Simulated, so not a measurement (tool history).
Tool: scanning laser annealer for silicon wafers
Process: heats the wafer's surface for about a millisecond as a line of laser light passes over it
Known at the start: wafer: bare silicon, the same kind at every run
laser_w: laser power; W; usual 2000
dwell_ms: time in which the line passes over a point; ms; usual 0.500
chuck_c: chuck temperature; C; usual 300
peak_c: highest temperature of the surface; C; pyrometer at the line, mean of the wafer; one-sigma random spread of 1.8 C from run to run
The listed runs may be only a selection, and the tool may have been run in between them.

run 1 day=0.000 | laser_w=2000 dwell_ms=0.500 chuck_c=300 | peak_c=1035
run 2 day=0.254 | laser_w=2000 dwell_ms=0.500 chuck_c=300 | peak_c=1032
run 3 day=0.817 | laser_w=2000 dwell_ms=0.500 chuck_c=300 | peak_c=1032
run 4 day=1.217 | laser_w=2000 dwell_ms=0.500 chuck_c=300 | peak_c=1034
run 5 day=1.708 | laser_w=2000 dwell_ms=0.497 chuck_c=300 | peak_c=1033
run 6 day=2.262 | laser_w=2000 dwell_ms=0.384 chuck_c=300 | peak_c=939
run 7 day=2.767 | laser_w=2000 dwell_ms=0.384 chuck_c=300 | peak_c=938
run 8 day=3.362 | laser_w=2000 dwell_ms=0.384 chuck_c=300 | peak_c=936
run 9 day=3.658 | laser_w=2000 dwell_ms=0.384 chuck_c=300 | peak_c=937
run 10 day=4.288 | laser_w=2000 dwell_ms=0.384 chuck_c=300 | peak_c=936
run 11 day=4.742 | laser_w=2000 dwell_ms=0.500 chuck_c=303 | peak_c=1031
run 12 day=5.196 | laser_w=1781 dwell_ms=0.507 chuck_c=316 | peak_c=950
run 13 day=5.842 | laser_w=2189 dwell_ms=0.423 chuck_c=300 | peak_c=1048
run 14 day=6.225 | laser_w=2023 dwell_ms=0.566 chuck_c=325 | peak_c=1118
run 15 day=6.492 | laser_w=2023 dwell_ms=0.566 chuck_c=325 | peak_c=1114
run 16 day=6.829 | laser_w=2104 dwell_ms=0.566 chuck_c=325 | peak_c=1149
run 17 day=7.246 | laser_w=2093 dwell_ms=0.497 chuck_c=306 | peak_c=1079
run 18 day=7.771 | laser_w=1812 dwell_ms=0.367 chuck_c=281 | peak_c=836
run 19 day=8.208 | laser_w=1798 dwell_ms=0.487 chuck_c=272 | peak_c=908
run 20 day=8.796 | laser_w=1929 dwell_ms=0.533 chuck_c=279 | peak_c=1001

Taken out of this log: 2 entries between the listed runs. Where each belongs, and how the hidden state differs across it:
From run 9 to run 10: window over the wafer cleaned (day 3.767)
  light that passes the window, % of a clean one's: 99.38 -> 99.1; width of the line over the set one, %: 1.52 -> 1.53
  measured value less the no-hidden-state value, peak_c: -10 -> -13 C
From run 12 to run 13: window over the wafer cleaned, once more (day 5.562)
  light that passes the window, % of a clean one's: 99.01 -> 99.77; width of the line over the set one, %: 1.55 -> 1.56
  measured value less the no-hidden-state value, peak_c: -14 -> -9 C

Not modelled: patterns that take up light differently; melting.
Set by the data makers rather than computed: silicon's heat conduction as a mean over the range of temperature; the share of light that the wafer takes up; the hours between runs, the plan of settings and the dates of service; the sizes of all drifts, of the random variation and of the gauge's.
